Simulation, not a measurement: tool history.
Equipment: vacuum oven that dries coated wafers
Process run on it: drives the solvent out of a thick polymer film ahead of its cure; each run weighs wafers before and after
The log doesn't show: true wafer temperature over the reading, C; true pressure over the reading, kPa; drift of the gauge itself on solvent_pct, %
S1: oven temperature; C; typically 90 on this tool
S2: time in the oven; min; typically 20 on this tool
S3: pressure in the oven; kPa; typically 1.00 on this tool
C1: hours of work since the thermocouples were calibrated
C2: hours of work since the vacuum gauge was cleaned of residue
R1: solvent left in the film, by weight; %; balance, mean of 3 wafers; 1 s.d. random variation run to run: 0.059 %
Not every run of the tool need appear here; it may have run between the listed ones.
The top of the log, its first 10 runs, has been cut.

run,hour,S1,S2,S3,C1,C2,R1
11,194.1,90,20,3.74,16,461,3.64
12,209.7,90,20,3.74,25,469,3.70
13,232.0,90,20,3.74,37,481,3.67
14,259.3,76,20,1.00,51,496,7.62
15,274.3,76,20,1.00,59,504,7.58
16,299.8,76,20,1.00,73,518,7.62
17,317.1,76,20,1.00,83,527,7.55
18,346.6,76,20,1.00,99,543,7.62
19,371.9,76,20,3.12,112,557,8.18
20,386.8,76,20,3.12,120,565,8.10
21,409.9,90,20,1.00,133,577,3.00
22,424.8,90,15,1.00,141,585,4.77
23,439.2,90,20,1.00,148,593,3.13
24,452.5,90,20,1.00,156,600,3.18
25,469.6,90,33,1.00,165,610,1.15
26,482.3,78,20,2.13,172,616,7.21
27,501.1,98,27,1.42,182,627,0.71
28,522.7,81,20,3.73,194,638,6.63
29,539.9,79,22,1.07,203,647,6.02

What does the tool deliver on the next run?
30,555.9,90,17,3.64,211,656,?

{"run 30": {"R1": 4.45}}
Without the tool's hidden state the same run would have given R1 4.44 %.
